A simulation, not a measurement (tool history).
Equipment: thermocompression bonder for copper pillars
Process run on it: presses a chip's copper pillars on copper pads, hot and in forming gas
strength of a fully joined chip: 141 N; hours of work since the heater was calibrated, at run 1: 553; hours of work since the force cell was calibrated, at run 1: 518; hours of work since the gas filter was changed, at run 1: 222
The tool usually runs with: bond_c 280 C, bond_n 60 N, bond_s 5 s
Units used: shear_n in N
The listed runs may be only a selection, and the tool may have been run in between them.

run     day  bond_c  bond_n  bond_s  hours of work since the heater was calibrated  hours of work since the force cell was calibrated  hours of work since the gas filter was changed  shear_n
  1       0     280      60       5                                            553                                                518                                             222     87.1
  2    1.65     280      60       5                                            575                                                541                                             244     86.3
  3   3.288     280      60       5                                            597                                                562                                             266     86.7
  4   4.562     280      60       5                                            614                                                580                                             283     86.8
  5     5.4     280      60       5                                            625                                                591                                             294     86.9
  6   6.217     280      60       5                                            636                                                602                                             305     87.1
  7   7.067     280      60       5                                            647                                                613                                             317     86.9
  8     8.9     280      60       5                                            672                                                638                                             341     87.1
  9  10.246     280      60       5                                            690                                                656                                             359     86.4
     11.254  -- heater calibrated with a thermocouple chip
 10  11.771     280      60       5                                              7                                                675                                             379     81.9
 11  13.112     280      60       5                                             25                                                693                                             397     82.3
     14.592  -- forming gas filter changed
 12  14.854     280      60       5                                             48                                                716                                               4     85.3
 13  16.779     280      60       5                                             74                                                742                                              29     85.5
 14  17.667     280      60       5                                             86                                                754                                              41       85
 15  19.042     280      60       5                                            104                                                772                                              60     85.4
 16  20.375     280      60       5                                            122                                                790                                              77       85
 17  21.983     304      60       5                                            143                                                812                                              99    100.7
 18  23.075     304      60       5                                            158                                                826                                             114    100.2
 19  24.054     304      60       5                                            171                                                839                                             127     99.7
 20  25.896     280      80       5                                            196                                                864                                             151     96.8
 21  27.517     280      80       5                                            218                                                886                                             173     96.5
 22  29.371     273      80       5                                            242                                                911                                             198     92.1
 23  30.417     280      64       5                                            256                                                924                                             212     87.5
 24  32.304     280      64       5                                            282                                                950                                             237       88
 25  33.817     276      64      10                                            302                                                970                                             257    101.4
 26  34.996     296      70       9                                            318                                                986                                             273    113.5
 27  36.042     296      70       9                                            332                                               1000                                             287      114
 28  37.388     296      70       9                                            350                                               1018                                             305    113.9
 29  38.162     250      84       3                                            360                                               1028                                             316     64.6

Run 30 has not been measured yet. What should we expect?
 30  39.188     257      60       3                                            374                                               1042                                             329        ?

{"run 30": {"shear_n": 57.8}}
Had the tool carried no hidden state, the very same run would have given shear_n 59.1 N.
